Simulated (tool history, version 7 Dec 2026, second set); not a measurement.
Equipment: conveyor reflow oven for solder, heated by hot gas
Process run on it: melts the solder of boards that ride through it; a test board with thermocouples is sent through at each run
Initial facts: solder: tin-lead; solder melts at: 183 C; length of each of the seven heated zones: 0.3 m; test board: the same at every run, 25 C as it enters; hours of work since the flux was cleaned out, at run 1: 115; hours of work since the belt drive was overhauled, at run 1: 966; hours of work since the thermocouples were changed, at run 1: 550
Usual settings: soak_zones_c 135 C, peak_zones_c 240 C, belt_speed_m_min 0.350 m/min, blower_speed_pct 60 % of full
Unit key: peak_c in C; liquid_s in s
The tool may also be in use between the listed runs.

run    hour  soak_zones_c  peak_zones_c  belt_speed_m_min  blower_speed_pct  hours of work since the flux was cleaned out  hours of work since the belt drive was overhauled  hours of work since the thermocouples were changed  peak_c  liquid_s
  1     0.0           135           240             0.350                60                                           115                                                966                                                 550   219.5      79.1
       19.8  -- thermocouples of zones 6 and 7 changed
  2    29.8           135           240             0.350                60                                           129                                                981                                                   5   218.5      78.0
  3    75.0           135           240             0.350                60                                           152                                               1004                                                  28   218.0      78.0
  4   101.6           135           240             0.350                60                                           166                                               1017                                                  42   218.1      77.6
  5   137.7           135           240             0.350                60                                           184                                               1036                                                  60   218.4      78.2
  6   177.9           125           240             0.350                60                                           205                                               1057                                                  81   216.0      71.2
  7   200.8           125           240             0.350                60                                           217                                               1068                                                  93   216.0      71.2
      209.5  -- flux residue cleaned out of gas plates and filters
  8   230.1           125           240             0.350                60                                            11                                               1081                                                 105   215.7      70.4
  9   267.3           133           240             0.350                60                                            30                                               1100                                                 124   217.3      76.1
 10   306.5           133           240             0.350                60                                            50                                               1120                                                 144   217.0      74.9
      354.9  -- flux residue cleaned out of gas plates and filters, once more
 11   359.0           133           240             0.350                60                                             2                                               1144                                                 169   219.2      78.4
 12   382.3           135           240             0.281                60                                            14                                               1156                                                 181   226.8     109.6
 13   427.9           135           240             0.281                60                                            37                                               1179                                                 204   226.7     108.7
 14   461.9           135           240             0.350                60                                            55                                               1197                                                 221   219.4      79.8
 15   486.4           135           240             0.350                60                                            67                                               1209                                                 234   219.5      80.2
 16   523.3           135           240             0.350                60                                            86                                               1228                                                 253   219.4      79.4
 17   572.8           130           240             0.316                57                                           112                                               1254                                                 278   221.2      88.7
      602.3  -- belt drive overhauled, speed set with a stopwatch
 18   618.4           125           236             0.375                59                                           133                                                  8                                                 299   209.1      55.0
 19   647.8           124           254             0.350                59                                           148                                                 23                                                 315   226.8      79.0
 20   691.8           133           247             0.319                61                                           170                                                 46                                                 337   227.0      91.1
 21   737.8           133           247             0.295                74                                           194                                                 69                                                 361   232.2     103.9
 22   766.6           121           251             0.319                60                                           209                                                 84                                                 375   227.7      86.6
      791.7  -- flux residue cleaned out of gas plates and filters
 23   805.9           121           251             0.319                60                                             7                                                102                                                 393   229.3      88.4
 24   836.8           121           251             0.319                60                                            23                                                118                                                 409   229.2      88.7
 25   875.8           121           251             0.319                60                                            43                                                137                                                 429   229.2      88.4
 26   901.6           149           240             0.350                60                                            56                                                151                                                 442   221.6      85.8
 27   945.4           141           254             0.395                55                                            79                                                173                                                 464   224.6      74.6
 28   983.5           142           236             0.350                86                                            98                                                193                                                 484   221.8      83.4
 29  1031.7           142           236             0.350                86                                           123                                                217                                                 509   221.7      83.8
 30  1068.9           126           236             0.350                86                                           142                                                236                                                 528   218.9      74.1

Results for each run, recomputed without the tool's hidden state and with each run's random variation untouched:
Unlogged tool condition in this case: heat that the gas passes to the board, % of a clean oven's; belt's true speed, % of the reading; true gas temperature in zones 6 and 7 over the reading, C; drift of the gauge itself on peak_c, C; drift of the gauge itself on liquid_s, %.
run  peak_c  liquid_s
  1   218.6      76.0
  2   218.7      76.1
  3   218.4      76.2
  4   218.5      75.9
  5   218.8      76.5
  6   216.6      69.8
  7   216.6      69.9
  8   216.7      69.6
  9   218.3      75.0
 10   218.1      74.0
 11   218.2      74.7
 12   226.1     105.2
 13   225.9     104.3
 14   218.6      76.2
 15   218.8      76.6
 16   218.7      75.9
 17   220.6      84.8
 18   210.1      56.7
 19   227.9      80.2
 20   227.9      92.1
 21   233.1     104.8
 22   229.0      87.9
 23   229.1      88.1
 24   229.0      88.4
 25   229.1      88.1
 26   221.4      85.5
 27   224.7      74.5
 28   221.8      83.3
 29   221.8      83.7
 30   219.2      74.3
